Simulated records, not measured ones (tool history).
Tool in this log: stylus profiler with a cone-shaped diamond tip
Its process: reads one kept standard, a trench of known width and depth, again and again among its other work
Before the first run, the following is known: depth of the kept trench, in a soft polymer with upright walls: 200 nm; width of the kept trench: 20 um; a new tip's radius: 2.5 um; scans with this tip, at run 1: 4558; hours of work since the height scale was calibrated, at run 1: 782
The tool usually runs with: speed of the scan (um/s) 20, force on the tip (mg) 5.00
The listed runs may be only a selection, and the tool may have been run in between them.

| run | hour | speed of the scan (um/s) | force on the tip (mg) | scans with this tip | hours of work since the height scale was calibrated | depth of the trench (Å) | width of the trench's floor (µm) |
|---|---|---|---|---|---|---|---|
| 1 | 0.0 | 20 | 5.00 | 4558 | 782 | 2060.0 | 17.50 |
| 2 | 28.7 | 8 | 5.00 | 4673 | 801 | 2059.9 | 17.61 |
| 3 | 59.0 | 8 | 5.00 | 4794 | 822 | 2058.7 | 17.62 |
| 4 | 77.9 | 20 | 8.39 | 4870 | 835 | 2082.4 | 17.55 |
| 5 | 99.9 | 20 | 8.39 | 4958 | 850 | 2080.0 | 17.57 |
| 6 | 132.5 | 20 | 8.39 | 5088 | 873 | 2083.5 | 17.53 |
| 7 | 156.4 | 20 | 8.39 | 5184 | 889 | 2081.1 | 17.51 |
| 8 | 185.6 | 20 | 8.39 | 5301 | 909 | 2082.5 | 17.52 |
| 9 | 215.1 | 20 | 8.39 | 5419 | 930 | 2082.6 | 17.50 |
| 10 | 250.8 | 29 | 5.00 | 5562 | 954 | 2062.1 | 17.46 |
| 11 | 270.8 | 20 | 5.00 | 5642 | 968 | 2061.5 | 17.46 |
| 12 | 301.8 | 20 | 5.00 | 5767 | 989 | 2060.1 | 17.49 |
| 13 | 337.7 | 30 | 5.00 | 5910 | 1014 | 2059.5 | 17.36 |
| 14 | 354.7 | 20 | 5.00 | 5978 | 1025 | 2060.4 | 17.42 |
| 15 | 386.0 | 20 | 5.00 | 6104 | 1047 | 2061.0 | 17.43 |
| 16 | 407.5 | 20 | 5.00 | 6190 | 1062 | 2061.1 | 17.38 |
| 17 | 429.4 | 20 | 10.48 | 6277 | 1077 | 2095.2 | 17.45 |
| 18 | 452.9 | 20 | 4.50 | 6372 | 1093 | 2057.0 | 17.39 |
| 19 | 472.7 | 20 | 14.73 | 6451 | 1106 | 2116.7 | 17.39 |
| 20 | 494.6 | 20 | 14.73 | 6539 | 1122 | 2120.7 | 17.47 |
| 21 | 516.5 | 7 | 14.73 | 6626 | 1137 | 2119.1 | 17.43 |
| 22 | 548.8 | 41 | 5.00 | 6756 | 1159 | 2061.6 | 17.33 |
| 23 | 569.7 | 25 | 7.84 | 6839 | 1173 | 2082.0 | 17.34 |
| 24 | 587.5 | 17 | 6.73 | 6911 | 1185 | 2073.1 | 17.37 |
| 25 | 614.0 | 7 | 2.41 | 7017 | 1204 | 2042.8 | 17.36 |
| 26 | 645.1 | 7 | 5.08 | 7142 | 1225 | 2062.0 | 17.45 |
| 27 | 669.8 | 7 | 5.08 | 7240 | 1242 | 2065.4 | 17.42 |
| 28 | 706.1 | 42 | 2.30 | 7386 | 1267 | 2045.0 | 17.09 |
| 29 | 726.8 | 42 | 2.30 | 7469 | 1281 | 2042.6 | 17.10 |
| 30 | 754.5 | 36 | 3.68 | 7580 | 1300 | 2053.0 | 17.21 |
| 31 | 784.0 | 21 | 11.69 | 7698 | 1320 | 2102.2 | 17.33 |
| 32 | 811.5 | 21 | 11.69 | 7808 | 1339 | 2103.6 | 17.33 |
| 33 | 838.1 | 19 | 2.22 | 7914 | 1357 | 2041.9 | 17.22 |
| 34 | 868.9 | 60 | 1.68 | 8038 | 1379 | 2037.5 | 16.87 |
| 35 | 895.0 | 21 | 2.10 | 8142 | 1397 | 2040.0 | 17.22 |
| 36 | 923.4 | 9 | 5.00 | 8256 | 1416 | 2063.7 | 17.29 |
| 37 | 943.9 | 9 | 5.00 | 8338 | 1430 | 2063.9 | 17.34 |
| 38 | 970.3 | 60 | 10.87 | 8444 | 1448 | 2103.2 | 17.13 |
| 39 | 1007.0 | 15 | 2.23 | 8591 | 1473 | 2040.8 | 17.23 |
| 40 | 1033.5 | 15 | 2.23 | 8697 | 1492 | 2040.9 | 17.23 |
| 41 | 1068.1 | 8 | 11.14 | 8836 | 1515 | 2100.8 | 17.28 |
| 42 | 1099.1 | 8 | 11.14 | 8960 | 1537 | 2102.0 | 17.25 |

Forecast each of these 3 alternatives for the next run:
| A | 1127.6 | 13 | 3.49 | 9074 | 1556 | ? | ? |
| B | 1127.6 | 8 | 5.52 | 9074 | 1556 | ? | ? |
| C | 1127.6 | 8 | 5.97 | 9074 | 1556 | ? | ? |

| run | depth of the trench (Å) | width of the trench's floor (µm) |
|---|---|---|
| A | 2056.0 | 17.18 |
| B | 2067.5 | 17.24 |
| C | 2070.8 | 17.29 |
Without the tool's unlogged condition, the same runs would have read:
| run | depth of the trench (Å) | width of the trench's floor (µm) |
|---|---|---|
| A | 2043.3 | 17.93 |
| B | 2054.7 | 17.99 |
| C | 2057.9 | 18.04 |
